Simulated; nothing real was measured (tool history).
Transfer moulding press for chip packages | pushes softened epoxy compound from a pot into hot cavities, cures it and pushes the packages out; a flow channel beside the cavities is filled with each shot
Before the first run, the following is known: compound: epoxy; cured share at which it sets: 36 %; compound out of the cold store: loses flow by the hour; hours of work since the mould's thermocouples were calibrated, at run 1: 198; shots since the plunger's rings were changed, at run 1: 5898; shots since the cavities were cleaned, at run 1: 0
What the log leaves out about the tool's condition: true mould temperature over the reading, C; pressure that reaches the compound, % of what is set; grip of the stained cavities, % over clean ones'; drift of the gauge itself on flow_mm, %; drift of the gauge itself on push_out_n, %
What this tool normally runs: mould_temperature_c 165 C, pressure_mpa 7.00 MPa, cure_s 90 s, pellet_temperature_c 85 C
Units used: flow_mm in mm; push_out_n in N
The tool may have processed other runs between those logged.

run   hour  mould_temperature_c  pressure_mpa  cure_s  pellet_temperature_c  hours of work since the mould's thermocouples were calibrated  shots since the plunger's rings were changed  shots since the cavities were cleaned  incoming compound's hours out of the cold store  flow_mm  push_out_n
  1    0.0                  165          7.00      90                    85                                                            198                                          5898                                      0                                             19.4      713         357
      19.6  -- plunger's sealing rings changed
  2   19.6                  165          7.00      73                    85                                                            208                                             0                                    204                                             42.9      726         678
  3   28.8                  165          7.00      73                    85                                                            213                                           110                                    314                                             14.3      835         800
  4   44.6                  165          7.00      90                    85                                                            223                                           299                                    503                                             12.2      840         543
  5   54.9                  165          7.00      90                    85                                                            229                                           422                                    626                                             35.2      737         538
  6   70.5                  165          7.00      90                    85                                                            238                                           609                                    813                                             27.8      769         561
  7   84.4                  165          7.00      90                    85                                                            246                                           775                                    979                                             19.9      804         590
      93.1  -- cavities cleaned with cleaning compound and waxed
  8  104.9                  165          7.00      90                    85                                                            258                                          1002                                    141                                             18.0      802         437
  9  123.0                  165          7.00      90                    85                                                            268                                          1218                                    357                                             37.5      729         477
 10  135.1                  165          7.00      90                    85                                                            276                                          1363                                    502                                             46.3      707         496
 11  153.9                  165          7.00      90                    85                                                            287                                          1588                                    727                                             24.5      774         565
 12  166.4                  165          7.00      90                    85                                                            294                                          1738                                    877                                             47.3      694         588
 13  181.2                  165          7.00      90                    85                                                            303                                          1915                                   1054                                             24.6      761         596
     184.1  -- cavities cleaned with cleaning compound and waxed
 14  192.2                  168          7.00      90                    92                                                            308                                          2028                                     97                                             42.1      702         341
 15  211.1                  168          7.00      90                    92                                                            320                                          2254                                    323                                             38.8      702         384
 16  222.4                  163          5.49      82                    82                                                            326                                          2390                                    459                                             30.2      650         733
 17  235.1                  166          7.83      80                    76                                                            334                                          2541                                    610                                             13.5      844         736
 18  253.4                  166          7.83      80                    76                                                            345                                          2760                                    829                                             44.0      730         703
 19  263.7                  166          7.50     100                    76                                                            351                                          2884                                    953                                             29.2      757         479
     275.7  -- cavities cleaned with cleaning compound and waxed
 20  281.6                  166          7.50     100                    76                                                            361                                          3079                                     70                                             40.4      715         319
 21  290.8                  166          6.55     100                    85                                                            366                                          3190                                    181                                             18.8      742         344
 22  304.7                  166          6.55     100                    85                                                            374                                          3356                                    347                                             32.9      686         384
 23  312.9                  170          5.53     105                    79                                                            379                                          3454                                    445                                             38.2      609         360
 24  324.4                  165          8.58      90                    89                                                            386                                          3591                                    582                                             24.9      816         536
 25  342.2                  165          7.00     114                    94                                                            396                                          3804                                    795                                             32.9      716         422

Below are 3 alternative next runs, each starting from the tool's condition after run 25. Predict each:
     350.9  -- mould's thermocouples calibrated
  A  356.4                  165          5.60      90                    85                                                              3                                          3950                                    941                                             37.3        ?           ?
     350.9  -- mould's thermocouples calibrated
  B  356.4                  165          7.00      85                    94                                                              3                                          3950                                    941                                             45.7        ?           ?
     350.9  -- mould's thermocouples calibrated
  C  356.4                  165          7.00      90                    88                                                              3                                          3950                                    941                                             23.8        ?           ?

run  flow_mm  push_out_n
  A      617         576
  B      660         617
  C      724         592
Had the tool no hidden state, the same runs would have come out as:
run  flow_mm  push_out_n
  A      665         338
  B      712         366
  C      780         348

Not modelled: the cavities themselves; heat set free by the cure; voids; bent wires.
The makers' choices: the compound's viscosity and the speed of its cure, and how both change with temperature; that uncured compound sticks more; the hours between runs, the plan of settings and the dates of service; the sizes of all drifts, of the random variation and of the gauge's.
